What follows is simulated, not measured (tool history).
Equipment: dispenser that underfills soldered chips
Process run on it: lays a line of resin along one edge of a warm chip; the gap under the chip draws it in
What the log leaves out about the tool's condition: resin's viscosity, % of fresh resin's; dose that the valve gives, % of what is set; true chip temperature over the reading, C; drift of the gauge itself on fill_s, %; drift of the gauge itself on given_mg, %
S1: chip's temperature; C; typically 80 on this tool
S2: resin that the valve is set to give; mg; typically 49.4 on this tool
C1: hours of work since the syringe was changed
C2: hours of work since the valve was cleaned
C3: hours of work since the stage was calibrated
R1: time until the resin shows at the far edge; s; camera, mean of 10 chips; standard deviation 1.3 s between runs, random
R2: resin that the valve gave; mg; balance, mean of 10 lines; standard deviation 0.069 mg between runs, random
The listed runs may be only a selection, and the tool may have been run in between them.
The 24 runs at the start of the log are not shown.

run,hour,S1,S2,C1,C2,C3,R1,R2
# hour 135.6: new syringe of resin
25,140.4,77,59.6,3,20,112,153.9,58.64
# hour 144.2: new syringe of resin
26,146.7,77,59.6,2,24,116,144.6,58.38
# hour 152.5: new syringe of resin
27,153.5,77,59.6,1,28,120,135.2,58.41
28,157.8,77,42.8,4,31,123,165.1,41.8
# hour 161: new syringe of resin
29,165.6,86,57.8,3,36,128,116.1,56.37
# hour 169.3: new syringe of resin
30,173.1,86,57.8,3,41,132,112.9,56.14
# hour 178.2: new syringe of resin
31,181.3,80,63.7,2,46,138,131.6,61.68
# hour 186.3: dispensing valve cleaned and set on the balance
# hour 187.8: new syringe of resin
32,190.1,76,47.4,2,2,142,155.8,47.39
33,193.7,90,63.7,4,5,145,106.6,63.57
# hour 196.1: new syringe of resin
34,198.8,80,43.3,2,8,148,139,43.04

Here are 4 independent what-if runs from the current tool condition. What would each one return?
A,202.7,80,49.5,4,10,151,?,?
B,202.7,82,61.8,4,10,151,?,?
C,202.7,79,64.1,4,10,151,?,?
D,202.7,76,60,4,10,151,?,?

run,R1,R2
A,152.6,49.23
B,139.7,61.5
C,149.6,63.88
D,167,59.64
What these runs would have given with no unlogged condition in the tool:
run,R1,R2
A,127,49.49
B,116.3,61.83
C,124.6,64.22
D,139.1,59.95
